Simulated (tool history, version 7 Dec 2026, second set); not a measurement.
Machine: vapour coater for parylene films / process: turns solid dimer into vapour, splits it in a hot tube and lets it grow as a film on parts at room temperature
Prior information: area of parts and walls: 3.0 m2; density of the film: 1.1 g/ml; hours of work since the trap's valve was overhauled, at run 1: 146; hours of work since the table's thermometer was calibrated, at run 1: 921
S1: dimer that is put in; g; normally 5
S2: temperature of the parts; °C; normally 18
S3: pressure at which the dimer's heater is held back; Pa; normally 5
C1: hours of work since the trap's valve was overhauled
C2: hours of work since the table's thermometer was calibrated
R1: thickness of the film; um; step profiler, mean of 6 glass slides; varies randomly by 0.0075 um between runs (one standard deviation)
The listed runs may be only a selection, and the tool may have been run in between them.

Run 1, day 0: usual settings; C1 146; C2 921. Result: R1 1.021 um.
Run 2, day 1.421: usual settings but S3 2.9 Pa; C1 168; C2 943. Result: R1 1.053 um.
Run 3, day 2.688: usual settings but S1 6 g, S3 2.9 Pa; C1 187; C2 962. Result: R1 1.24 um.
Run 4, day 4.321: usual settings; C1 211; C2 986. Result: R1 1.009 um.
Run 5, day 5.533: usual settings; C1 229; C2 1004. Result: R1 0.984 um.
At day 6.038: trap's valve overhauled.
Run 6, day 7.05: usual settings; C1 15; C2 1024. Result: R1 1.05 um.
Run 7, day 8.262: usual settings but S2 26 °C; C1 33; C2 1042. Result: R1 0.731 um.
Run 8, day 9.167: usual settings but S2 26 °C; C1 47; C2 1056. Result: R1 0.751 um.
Run 9, day 10.217: usual settings but S2 27 °C; C1 62; C2 1071. Result: R1 0.696 um.
Run 10, day 11.046: usual settings but S2 19 °C; C1 75; C2 1084. Result: R1 0.988 um.
Run 11, day 12.1: usual settings but S2 19 °C; C1 90; C2 1099. Result: R1 0.991 um.
Run 12, day 13.421: usual settings; C1 110; C2 1119. Result: R1 1.019 um.
Run 13, day 14.379: usual settings; C1 124; C2 1133. Result: R1 1.008 um.
Run 14, day 15.512: usual settings; C1 141; C2 1150. Result: R1 1.006 um.
Run 15, day 16.896: usual settings; C1 162; C2 1171. Result: R1 0.994 um.
Run 16, day 17.808: usual settings; C1 175; C2 1184. Result: R1 0.998 um.
Run 17, day 18.812: usual settings but S3 11.98 Pa; C1 190; C2 1199. Result: R1 0.933 um.
Run 18, day 19.604: usual settings but S1 4 g; C1 202; C2 1211. Result: R1 0.782 um.
Run 19, day 20.55: usual settings but S1 4 g; C1 216; C2 1225. Result: R1 0.796 um.
Run 20, day 21.638: usual settings; C1 232; C2 1241. Result: R1 0.983 um.
At day 21.912: trap's valve overhauled.
Run 21, day 22.742: usual settings but S3 2.14 Pa; C1 12; C2 1255. Result: R1 1.119 um.
Run 22, day 24.225: usual settings but S1 4 g; C1 34; C2 1277. Result: R1 0.831 um.
Run 23, day 25.242: usual settings but S1 4 g; C1 50; C2 1293. Result: R1 0.83 um.
Run 24, day 26.946: usual settings but S1 8 g; C1 75; C2 1318. Result: R1 1.636 um.
Run 25, day 28.692: usual settings but S1 8 g, S3 2.25 Pa; C1 101; C2 1344. Result: R1 1.715 um.
Run 26, day 30.258: usual settings but S2 22 °C, S3 9.03 Pa; C1 124; C2 1367. Result: R1 0.808 um.
Run 27, day 31.471: usual settings but S3 4.51 Pa; C1 142; C2 1385. Result: R1 1.002 um.
Run 28, day 33.192: usual settings but S3 4.51 Pa; C1 168; C2 1411. Result: R1 1.006 um.
Run 29, day 34.196: usual settings but S3 4.51 Pa; C1 183; C2 1426. Result: R1 1.008 um.
At day 34.317: table's thermometer calibrated.
Run 30, day 35.538: usual settings but S3 4.51 Pa; C1 202; C2 18. Result: R1 0.99 um.
Run 31, day 37.05: usual settings but S2 12 °C, S3 8.87 Pa; C1 225; C2 41. Result: R1 1.21 um.
At day 37.879: trap's valve overhauled.
Run 32, day 38.45: usual settings but S2 12 °C, S3 8.87 Pa; C1 9; C2 59. Result: R1 1.261 um.
Run 33, day 40.183: usual settings but S1 8 g, S2 16 °C, S3 6.09 Pa; C1 34; C2 85. Result: R1 1.744 um.
Run 34, day 41.846: usual settings but S3 11.71 Pa; C1 59; C2 110. Result: R1 0.947 um.
Run 35, day 43.279: usual settings but S3 3.81 Pa; C1 80; C2 131. Result: R1 1.013 um.
At day 44.954: table's thermometer calibrated, once more.
Run 36, day 45.117: usual settings but S2 15 °C, S3 4.4 Pa; C1 107; C2 2. Result: R1 1.21 um.
Run 37, day 46.275: usual settings but S1 2 g, S2 26 °C, S3 7.75 Pa; C1 124; C2 20. Result: R1 0.288 um.
Run 38, day 48.104: usual settings but S1 2 g, S2 26 °C, S3 7.75 Pa; C1 152; C2 47. Result: R1 0.282 um.
Run 39, day 48.921: usual settings but S1 2 g, S2 11 °C, S3 4.98 Pa; C1 164; C2 59. Result: R1 0.57 um.
Run 40, day 49.912: usual settings but S1 3 g, S2 11 °C, S3 3.64 Pa; C1 179; C2 74. Result: R1 0.839 um.
Run 41, day 50.712: usual settings but S3 2.04 Pa; C1 191; C2 86. Result: R1 1.094 um.
Run 42, day 51.804: usual settings but S3 2.04 Pa; C1 207; C2 102. Result: R1 1.077 um.
Run 43, day 52.733: usual settings but S1 3 g, S2 20 °C, S3 2.04 Pa; C1 221; C2 116. Result: R1 0.586 um.
At day 53.779: trap's valve overhauled.
Run 44, day 54.25: usual settings but S1 6 g; C1 7; C2 136. Result: R1 1.3 um.
Run 45, day 55.429: usual settings; C1 25; C2 154. Result: R1 1.073 um.
Run 46, day 56.546: usual settings but S1 3 g, S2 11 °C, S3 8.7 Pa; C1 41; C2 170. Result: R1 0.829 um.
Run 47, day 58.183: usual settings but S1 3 g, S2 11 °C, S3 7.25 Pa; C1 66; C2 195. Result: R1 0.825 um.

Alternative continuations, all from the tool just after run 47; predict every row:
Run A, day 59.425: usual settings but S1 3 g, S2 16 °C, S3 7.25 Pa; C1 84; C2 213. Result: R1 ?.
Run B, day 59.425: usual settings but S2 11 °C; C1 84; C2 213. Result: R1 ?.
Run C, day 59.425: usual settings but S1 7 g, S2 11 °C, S3 6.49 Pa; C1 84; C2 213. Result: R1 ?.
Run D, day 59.425: usual settings but S3 9.36 Pa; C1 84; C2 213. Result: R1 ?.

run     R1
  A  0.675
  B  1.417
  C  1.955
  D   1.01
What these runs would have given with no unlogged condition in the tool:
run     R1
  A  0.695
  B  1.461
  C  2.015
  D  1.041
